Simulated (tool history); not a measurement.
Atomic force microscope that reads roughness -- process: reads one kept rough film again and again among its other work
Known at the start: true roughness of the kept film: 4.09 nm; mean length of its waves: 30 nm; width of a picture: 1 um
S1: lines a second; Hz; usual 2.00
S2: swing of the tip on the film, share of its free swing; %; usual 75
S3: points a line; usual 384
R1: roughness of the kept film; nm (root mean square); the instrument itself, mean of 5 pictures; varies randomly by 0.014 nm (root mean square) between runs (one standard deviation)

run	hour	S1	S2	S3	R1
1	0.0	2.00	75	384	3.342
2	31.0	2.00	75	384	3.108
3	62.7	2.00	75	384	2.890
# hour 73.6: new tip fitted
4	88.4	2.00	75	384	3.224
5	125.4	2.00	75	384	2.951
# hour 150.7: new tip fitted
6	169.4	2.00	75	384	3.157
7	204.6	2.00	75	384	2.935
# hour 227.9: new tip fitted
8	241.5	2.00	75	384	3.180
9	291.2	2.00	75	630	2.878
# hour 302.9: new tip fitted
10	334.1	2.00	75	630	3.094
# hour 377.2: new tip fitted
11	386.6	2.00	75	536	3.252
12	431.1	2.00	63	536	3.041
# hour 450.7: new tip fitted
13	481.8	2.00	63	536	3.218
14	515.0	3.51	75	384	2.774
# hour 525.4: new tip fitted
15	555.2	3.51	75	384	2.965
# hour 603.4: new tip fitted
16	604.5	3.51	75	384	3.140
17	652.5	3.51	75	384	2.852
# hour 678.9: new tip fitted
18	688.3	3.80	82	384	2.904
19	731.0	1.61	66	948	3.049
# hour 755.4: new tip fitted
20	757.5	3.59	71	384	3.216
21	786.4	2.06	66	556	3.211
# hour 831.7: new tip fitted
22	832.8	0.99	68	344	3.467
23	860.4	1.27	85	305	3.087
24	883.3	0.67	66	368	3.097
# hour 905.9: new tip fitted
25	912.8	1.47	74	828	3.309
26	952.2	2.00	82	361	2.899
# hour 979.8: new tip fitted
27	988.4	2.00	82	361	3.122
28	1037.2	2.00	82	361	2.827
# hour 1053.8: new tip fitted
29	1065.0	2.00	82	361	3.113

Consider 3 possible next runs. They are alternatives, not a sequence: every one starts from the tool as it was left by run 29. What does each give?
A	1090.5	2.57	80	408	?
B	1090.5	1.87	81	421	?
C	1090.5	3.24	62	266	?

run	R1
A	2.902
B	2.978
C	3.033
Had the tool no hidden state, the same runs would have come out as:
run	R1
A	3.236
B	3.320
C	3.381

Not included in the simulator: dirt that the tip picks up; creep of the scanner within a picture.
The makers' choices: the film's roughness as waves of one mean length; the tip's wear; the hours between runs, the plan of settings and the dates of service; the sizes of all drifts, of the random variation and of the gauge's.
